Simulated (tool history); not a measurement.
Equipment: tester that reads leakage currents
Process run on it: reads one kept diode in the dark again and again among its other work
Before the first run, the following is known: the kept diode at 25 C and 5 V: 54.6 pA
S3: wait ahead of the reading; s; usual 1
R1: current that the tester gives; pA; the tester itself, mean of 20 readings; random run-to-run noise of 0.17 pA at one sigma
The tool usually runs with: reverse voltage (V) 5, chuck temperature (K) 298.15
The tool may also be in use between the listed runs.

run 1 hour=0 | reverse_voltage_(V)=5 chuck_temperature_(K)=298.15 S3=1 | R1=64.07
run 2 hour=21.6 | reverse_voltage_(V)=5 chuck_temperature_(K)=298.15 S3=7.36 | R1=63.71
run 3 hour=49.9 | reverse_voltage_(V)=5 chuck_temperature_(K)=298.15 S3=7.36 | R1=63.83
run 4 hour=68.9 | reverse_voltage_(V)=5 chuck_temperature_(K)=298.15 S3=1 | R1=64.89
run 5 hour=94.4 | reverse_voltage_(V)=18.61 chuck_temperature_(K)=298.15 S3=1 | R1=113.89
run 6 hour=112.2 | reverse_voltage_(V)=18.61 chuck_temperature_(K)=298.15 S3=1 | R1=114.09
run 7 hour=126.9 | reverse_voltage_(V)=18.61 chuck_temperature_(K)=298.15 S3=1 | R1=113.9
run 8 hour=141.4 | reverse_voltage_(V)=5 chuck_temperature_(K)=298.15 S3=1 | R1=65.01
run 9 hour=164.9 | reverse_voltage_(V)=5 chuck_temperature_(K)=298.15 S3=5.12 | R1=64.46
run 10 hour=185 | reverse_voltage_(V)=5 chuck_temperature_(K)=298.15 S3=5.12 | R1=64.6
run 11 hour=199.8 | reverse_voltage_(V)=5 chuck_temperature_(K)=298.15 S3=5.12 | R1=64.56
run 12 hour=230.5 | reverse_voltage_(V)=5 chuck_temperature_(K)=298.15 S3=5.12 | R1=64.66
run 13 hour=243.5 | reverse_voltage_(V)=5 chuck_temperature_(K)=298.15 S3=5.12 | R1=64.73
run 14 hour=260.1 | reverse_voltage_(V)=5 chuck_temperature_(K)=298.15 S3=5.12 | R1=65.11
run 15 hour=280.2 | reverse_voltage_(V)=5 chuck_temperature_(K)=298.15 S3=5.12 | R1=64.46
run 16 hour=306.9 | reverse_voltage_(V)=5 chuck_temperature_(K)=298.15 S3=5.12 | R1=65.46
run 17 hour=322.5 | reverse_voltage_(V)=5 chuck_temperature_(K)=298.15 S3=5.12 | R1=65.26
run 18 hour=344.9 | reverse_voltage_(V)=5 chuck_temperature_(K)=298.15 S3=5.12 | R1=65.62
run 19 hour=361.5 | reverse_voltage_(V)=5 chuck_temperature_(K)=298.15 S3=5.12 | R1=65.5
run 20 hour=385.1 | reverse_voltage_(V)=5 chuck_temperature_(K)=298.15 S3=5.12 | R1=65.47
run 21 hour=409.5 | reverse_voltage_(V)=11.79 chuck_temperature_(K)=315.15 S3=0.33 | R1=394.87
run 22 hour=440.9 | reverse_voltage_(V)=11.79 chuck_temperature_(K)=315.15 S3=0.33 | R1=396.42
run 23 hour=462.5 | reverse_voltage_(V)=11.79 chuck_temperature_(K)=298.15 S3=0.33 | R1=100.02
run 24 hour=478.3 | reverse_voltage_(V)=1.8 chuck_temperature_(K)=316.15 S3=5.98 | R1=194.71
run 25 hour=500.4 | reverse_voltage_(V)=1.8 chuck_temperature_(K)=316.15 S3=5.98 | R1=193.74
run 26 hour=527.9 | reverse_voltage_(V)=4.01 chuck_temperature_(K)=326.15 S3=1.24 | R1=583.11
run 27 hour=555.4 | reverse_voltage_(V)=1.73 chuck_temperature_(K)=300.15 S3=7.7 | R1=50.94
run 28 hour=576.5 | reverse_voltage_(V)=5 chuck_temperature_(K)=325.15 S3=0.48 | R1=595.72
run 29 hour=595.4 | reverse_voltage_(V)=13.65 chuck_temperature_(K)=324.15 S3=1.32 | R1=840.93
run 30 hour=620.3 | reverse_voltage_(V)=2.67 chuck_temperature_(K)=298.15 S3=8.44 | R1=51.37
run 31 hour=649.4 | reverse_voltage_(V)=2.67 chuck_temperature_(K)=298.15 S3=8.44 | R1=51.58
run 32 hour=676.8 | reverse_voltage_(V)=1.72 chuck_temperature_(K)=294.15 S3=0.39 | R1=30.51
run 33 hour=701 | reverse_voltage_(V)=18.65 chuck_temperature_(K)=313.15 S3=0.92 | R1=414.26
run 34 hour=719 | reverse_voltage_(V)=18.65 chuck_temperature_(K)=313.15 S3=0.92 | R1=416.37
run 35 hour=748.7 | reverse_voltage_(V)=18.65 chuck_temperature_(K)=313.15 S3=0.92 | R1=417.14
run 36 hour=772.7 | reverse_voltage_(V)=18.65 chuck_temperature_(K)=313.15 S3=0.92 | R1=416.78
run 37 hour=804.1 | reverse_voltage_(V)=8.88 chuck_temperature_(K)=295.15 S3=0.43 | R1=70.23
run 38 hour=822.3 | reverse_voltage_(V)=5 chuck_temperature_(K)=302.15 S3=5.54 | R1=96.22
run 39 hour=846.6 | reverse_voltage_(V)=5 chuck_temperature_(K)=302.15 S3=5.54 | R1=96.89

Forecast each of these 4 alternatives for the next run:
run A hour=862.3 | reverse_voltage_(V)=5 chuck_temperature_(K)=312.15 S3=1.6 | R1=?
run B hour=862.3 | reverse_voltage_(V)=2.36 chuck_temperature_(K)=296.15 S3=0.89 | R1=?
run C hour=862.3 | reverse_voltage_(V)=2.03 chuck_temperature_(K)=298.15 S3=9.33 | R1=?
run D hour=862.3 | reverse_voltage_(V)=2.38 chuck_temperature_(K)=300.15 S3=6.84 | R1=?

run=A R1=222.21
run=B R1=42.04
run=C R1=46.91
run=D R1=59.15
Take away the tool's hidden state, keep each run's random variation, and the runs would have read:
run=A R1=181.87
run=B R1=33.66
run=C R1=37.64
run=D R1=47.58

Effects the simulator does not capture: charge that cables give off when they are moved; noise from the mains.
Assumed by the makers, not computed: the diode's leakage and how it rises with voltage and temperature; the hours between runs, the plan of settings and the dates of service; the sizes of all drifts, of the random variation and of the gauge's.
